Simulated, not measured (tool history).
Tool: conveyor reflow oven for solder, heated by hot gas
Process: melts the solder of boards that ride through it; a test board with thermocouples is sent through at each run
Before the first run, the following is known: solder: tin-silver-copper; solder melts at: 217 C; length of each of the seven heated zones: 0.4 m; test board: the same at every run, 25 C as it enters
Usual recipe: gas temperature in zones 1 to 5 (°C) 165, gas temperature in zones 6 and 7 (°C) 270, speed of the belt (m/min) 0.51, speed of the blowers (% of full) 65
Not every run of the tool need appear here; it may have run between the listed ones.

| run | day | gas temperature in zones 1 to 5 (°C) | gas temperature in zones 6 and 7 (°C) | speed of the belt (m/min) | speed of the blowers (% of full) | highest temperature of the board (°C) | time above the solder's melting point (s) |
|---|---|---|---|---|---|---|---|
| 1 | 0 | 165 | 270 | 0.51 | 65 | 251.7 | 66.2 |
| 2 | 1.817 | 153 | 270 | 0.51 | 65 | 249.4 | 59.8 |
| 3 | 4.308 | 153 | 270 | 0.51 | 65 | 249.3 | 60.1 |
|  | 5.05 | belt drive overhauled, speed set with a stopwatch |
|  | 5.312 | thermocouples of zones 6 and 7 changed |
| 4 | 6.558 | 165 | 270 | 0.51 | 65 | 252.1 | 66.4 |
| 5 | 9.596 | 165 | 270 | 0.51 | 65 | 251.8 | 66 |
| 6 | 12.046 | 165 | 270 | 0.51 | 67 | 252.8 | 66.8 |
| 7 | 14.154 | 165 | 270 | 0.51 | 65 | 251.7 | 66.2 |
| 8 | 17.596 | 165 | 270 | 0.51 | 65 | 252.5 | 66.1 |
| 9 | 19.867 | 165 | 270 | 0.51 | 65 | 251.7 | 65.5 |
|  | 20.858 | flux residue cleaned out of gas plates and filters |
| 10 | 23.496 | 165 | 270 | 0.51 | 65 | 252.6 | 66.6 |
| 11 | 25.688 | 165 | 270 | 0.51 | 65 | 252.3 | 66 |
| 12 | 27.896 | 165 | 270 | 0.51 | 65 | 252.7 | 66.3 |
| 13 | 31.25 | 165 | 270 | 0.51 | 65 | 252.1 | 65.9 |
| 14 | 33.612 | 165 | 270 | 0.51 | 65 | 251.9 | 66 |
| 15 | 35.654 | 165 | 270 | 0.51 | 65 | 252.2 | 66 |
| 16 | 38.233 | 172 | 273 | 0.441 | 60 | 259.3 | 87.3 |
| 17 | 40.754 | 179 | 270 | 0.431 | 62 | 258.3 | 92.6 |
| 18 | 44.142 | 179 | 270 | 0.431 | 62 | 258.5 | 93 |
|  | 45.646 | flux residue cleaned out of gas plates and filters |
| 19 | 48.438 | 179 | 279 | 0.431 | 83 | 269.3 | 102 |
| 20 | 51.833 | 158 | 279 | 0.416 | 84 | 268.7 | 96.7 |
| 21 | 55.796 | 155 | 268 | 0.462 | 87 | 257.1 | 76.5 |
| 22 | 57.838 | 155 | 268 | 0.462 | 87 | 256.8 | 76.1 |
| 23 | 60.133 | 155 | 268 | 0.462 | 87 | 256.9 | 76.2 |
| 24 | 63.021 | 153 | 270 | 0.51 | 65 | 249.5 | 59.7 |
| 25 | 66.346 | 153 | 270 | 0.51 | 65 | 249.8 | 60 |
| 26 | 69.875 | 153 | 270 | 0.51 | 65 | 249.5 | 59.9 |
|  | 70.283 | flux residue cleaned out of gas plates and filters |
| 27 | 73.079 | 153 | 270 | 0.51 | 65 | 249.5 | 59.8 |
| 28 | 75.979 | 153 | 270 | 0.51 | 65 | 250 | 60.3 |
| 29 | 77.854 | 165 | 270 | 0.468 | 75 | 256.8 | 78 |
| 30 | 80.1 | 174 | 258 | 0.468 | 79 | 248.3 | 75.4 |

Consider 3 possible next runs. They are alternatives, not a sequence: every one starts from the tool as it was left by run 30. What does each give?
| A | 82.996 | 159 | 270 | 0.51 | 65 | ? | ? |
| B | 82.996 | 159 | 258 | 0.524 | 63 | ? | ? |
| C | 82.996 | 174 | 259 | 0.57 | 62 | ? | ? |

| run | highest temperature of the board (°C) | time above the solder's melting point (s) |
|---|---|---|
| A | 250.9 | 63.4 |
| B | 239.3 | 48.2 |
| C | 240.1 | 49.4 |
The same runs, with their run-to-run variation unchanged, on a tool lacking any hidden condition would have given:
| run | highest temperature of the board (°C) | time above the solder's melting point (s) |
|---|---|---|
| A | 251 | 63.4 |
| B | 239.5 | 48.3 |
| C | 240.2 | 49.5 |

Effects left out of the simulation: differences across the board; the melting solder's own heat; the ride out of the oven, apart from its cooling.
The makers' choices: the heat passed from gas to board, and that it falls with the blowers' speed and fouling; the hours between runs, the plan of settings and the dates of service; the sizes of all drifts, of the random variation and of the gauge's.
